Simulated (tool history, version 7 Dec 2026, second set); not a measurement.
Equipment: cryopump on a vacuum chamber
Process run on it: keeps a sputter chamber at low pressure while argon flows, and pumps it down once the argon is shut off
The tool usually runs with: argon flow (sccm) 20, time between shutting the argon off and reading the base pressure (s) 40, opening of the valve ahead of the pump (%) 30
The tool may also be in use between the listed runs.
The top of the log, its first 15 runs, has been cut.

| run | day | argon flow (sccm) | time between shutting the argon off and reading the base pressure (s) | opening of the valve ahead of the pump (%) | hours of work since the pump was warmed up and emptied | hours of work since the cold head was overhauled | hours of work since the chamber's fittings were tightened | pressure while argon flows (Pa) | pressure after the wait (uPa) |
|---|---|---|---|---|---|---|---|---|---|
| 16 | 20.925 | 20 | 40 | 29 | 460 | 460 | 899 | 0.0687 | 1.77 |
| 17 | 22.021 | 20 | 40 | 29 | 471 | 471 | 910 | 0.0689 | 1.68 |
| 18 | 23.712 | 20 | 40 | 29 | 488 | 488 | 927 | 0.0691 | 1.75 |
| 19 | 24.917 | 20 | 27 | 43 | 500 | 500 | 939 | 0.0462 | 2.02 |
| 20 | 26.662 | 20 | 27 | 43 | 517 | 517 | 957 | 0.0477 | 1.96 |
| 21 | 28.150 | 20 | 27 | 43 | 532 | 532 | 972 | 0.0471 | 2.05 |
| 22 | 29.654 | 20 | 40 | 50 | 547 | 547 | 987 | 0.0406 | 1.82 |
| 23 | 31.200 | 32 | 40 | 30 | 563 | 563 | 1002 | 0.1072 | 1.82 |
| 24 | 32.317 | 13 | 28 | 30 | 574 | 574 | 1013 | 0.0424 | 2.03 |
| 25 | 33.912 | 13 | 28 | 30 | 590 | 590 | 1029 | 0.0423 | 2.06 |
| 26 | 35.617 | 11 | 40 | 36 | 607 | 607 | 1047 | 0.0309 | 1.86 |
| 27 | 36.604 | 20 | 73 | 16 | 617 | 617 | 1056 | 0.1235 | 1.68 |
| 28 | 38.150 | 20 | 73 | 28 | 633 | 633 | 1072 | 0.0716 | 1.70 |
| 29 | 39.900 | 20 | 225 | 31 | 650 | 650 | 1090 | 0.0650 | 1.51 |
| 30 | 40.975 | 20 | 225 | 30 | 661 | 661 | 1100 | 0.0663 | 1.57 |
| 31 | 42.075 | 32 | 225 | 26 | 672 | 672 | 1111 | 0.1221 | 1.60 |
| 32 | 43.038 | 32 | 225 | 26 | 682 | 682 | 1121 | 0.1243 | 1.51 |
| 33 | 43.904 | 36 | 237 | 30 | 690 | 690 | 1130 | 0.1211 | 1.58 |
| 34 | 45.004 | 14 | 68 | 23 | 702 | 702 | 1141 | 0.0610 | 1.84 |
| 35 | 46.629 | 10 | 40 | 42 | 718 | 718 | 1157 | 0.0244 | 2.03 |

Each row is a separate what-if for the run after 35, all from the same tool condition, not one after another. Results?
| A | 48.550 | 8 | 40 | 18 | 737 | 737 | 1177 | ? | ? |
| B | 48.550 | 9 | 154 | 36 | 737 | 737 | 1177 | ? | ? |
| C | 48.550 | 14 | 40 | 30 | 737 | 737 | 1177 | ? | ? |

| run | pressure while argon flows (Pa) | pressure after the wait (uPa) |
|---|---|---|
| A | 0.0442 | 2.14 |
| B | 0.0256 | 1.73 |
| C | 0.0472 | 2.06 |
Had the tool no hidden state, the same runs would have come out as:
| run | pressure while argon flows (Pa) | pressure after the wait (uPa) |
|---|---|---|
| A | 0.0430 | 0.71 |
| B | 0.0243 | 0.31 |
| C | 0.0452 | 0.65 |
